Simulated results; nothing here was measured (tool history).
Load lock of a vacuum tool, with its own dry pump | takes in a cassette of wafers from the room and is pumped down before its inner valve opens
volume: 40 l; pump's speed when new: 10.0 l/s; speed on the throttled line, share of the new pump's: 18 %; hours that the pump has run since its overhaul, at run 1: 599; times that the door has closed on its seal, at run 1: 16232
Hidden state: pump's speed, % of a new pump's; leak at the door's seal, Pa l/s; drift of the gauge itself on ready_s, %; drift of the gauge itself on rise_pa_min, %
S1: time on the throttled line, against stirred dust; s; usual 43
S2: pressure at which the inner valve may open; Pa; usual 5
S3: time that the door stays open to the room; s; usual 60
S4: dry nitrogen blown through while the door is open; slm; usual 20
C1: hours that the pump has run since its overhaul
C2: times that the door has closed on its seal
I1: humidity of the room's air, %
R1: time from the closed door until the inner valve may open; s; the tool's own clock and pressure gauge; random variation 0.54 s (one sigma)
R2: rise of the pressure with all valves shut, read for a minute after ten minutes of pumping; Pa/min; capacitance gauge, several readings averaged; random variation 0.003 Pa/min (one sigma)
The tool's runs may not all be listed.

| run | hour | S1 | S2 | S3 | S4 | C1 | C2 | I1 | R1 | R2 |
|---|---|---|---|---|---|---|---|---|---|---|
| 1 | 0.0 | 43 | 5 | 60 | 20 | 599 | 16232 | 44.5 | 75.9 | 0.046 |
| 2 | 570.2 | 43 | 5 | 60 | 20 | 1169 | 18591 | 43.7 | 76.8 | 0.039 |
| 3 | 1174.0 | 43 | 5 | 60 | 20 | 1773 | 21090 | 50.1 | 75.3 | 0.047 |
|  | 1359.5 | door's seal changed, seat wiped |
| 4 | 1731.9 | 43 | 5 | 60 | 20 | 2329 | 1541 | 47.4 | 75.6 | 0.047 |
| 5 | 2395.8 | 43 | 5 | 60 | 27 | 2993 | 4288 | 46.4 | 74.7 | 0.042 |
| 6 | 2890.4 | 43 | 5 | 60 | 27 | 3488 | 6334 | 46.6 | 75.6 | 0.042 |
| 7 | 3531.4 | 43 | 5 | 60 | 27 | 4129 | 8987 | 45.8 | 75.7 | 0.035 |
| 8 | 4049.8 | 43 | 5 | 60 | 27 | 4647 | 11132 | 43.1 | 74.8 | 0.037 |
| 9 | 4502.3 | 43 | 5 | 60 | 27 | 5100 | 13005 | 45.7 | 75.1 | 0.041 |
| 10 | 4900.3 | 43 | 5 | 60 | 27 | 5498 | 14652 | 44.8 | 75.9 | 0.035 |
| 11 | 5563.5 | 43 | 5 | 60 | 27 | 6161 | 17396 | 44.8 | 75.5 | 0.038 |
| 12 | 5995.2 | 43 | 5 | 60 | 27 | 6592 | 19182 | 46.1 | 75.1 | 0.038 |
| 13 | 6280.1 | 43 | 5 | 60 | 27 | 6877 | 20361 | 45.6 | 75.4 | 0.037 |
|  | 6635.7 | door's seal changed, seat wiped |
| 14 | 6892.6 | 43 | 5 | 83 | 9 | 7488 | 1063 | 43.1 | 75.3 | 0.067 |
| 15 | 7220.2 | 43 | 5 | 83 | 9 | 7816 | 2418 | 46.3 | 75.5 | 0.069 |
| 16 | 7692.6 | 43 | 8 | 93 | 11 | 8288 | 4373 | 44.8 | 73.6 | 0.064 |
| 17 | 8179.3 | 48 | 8 | 237 | 11 | 8775 | 6387 | 42.0 | 77.6 | 0.090 |
| 18 | 8500.3 | 43 | 4 | 41 | 20 | 9096 | 7716 | 40.6 | 75.5 | 0.034 |
| 19 | 9050.9 | 43 | 5 | 60 | 38 | 9647 | 9994 | 48.0 | 74.8 | 0.034 |
| 20 | 9701.6 | 22 | 8 | 146 | 18 | 10297 | 12686 | 47.1 | 56.7 | 0.069 |

5 ways to go on from here, each from the tool as it stands after run 20. What would each give?
| A | 10120.0 | 70 | 8 | 146 | 6 | 10716 | 14418 | 45.8 | ? | ? |
| B | 10120.0 | 43 | 5 | 45 | 20 | 10716 | 14418 | 50.0 | ? | ? |
| C | 10120.0 | 22 | 5 | 146 | 22 | 10716 | 14418 | 46.6 | ? | ? |
| D | 10120.0 | 57 | 5 | 60 | 20 | 10716 | 14418 | 44.9 | ? | ? |
| E | 10120.0 | 64 | 5 | 188 | 20 | 10716 | 14418 | 42.5 | ? | ? |

| run | R1 | R2 |
|---|---|---|
| A | 96.6 | 0.105 |
| B | 76.1 | 0.039 |
| C | 58.4 | 0.066 |
| D | 87.5 | 0.044 |
| E | 93.0 | 0.070 |
Without the tool's hidden state the same runs would have given:
| run | R1 | R2 |
|---|---|---|
| A | 96.6 | 0.104 |
| B | 76.1 | 0.039 |
| C | 58.3 | 0.065 |
| D | 87.4 | 0.043 |
| E | 93.0 | 0.069 |
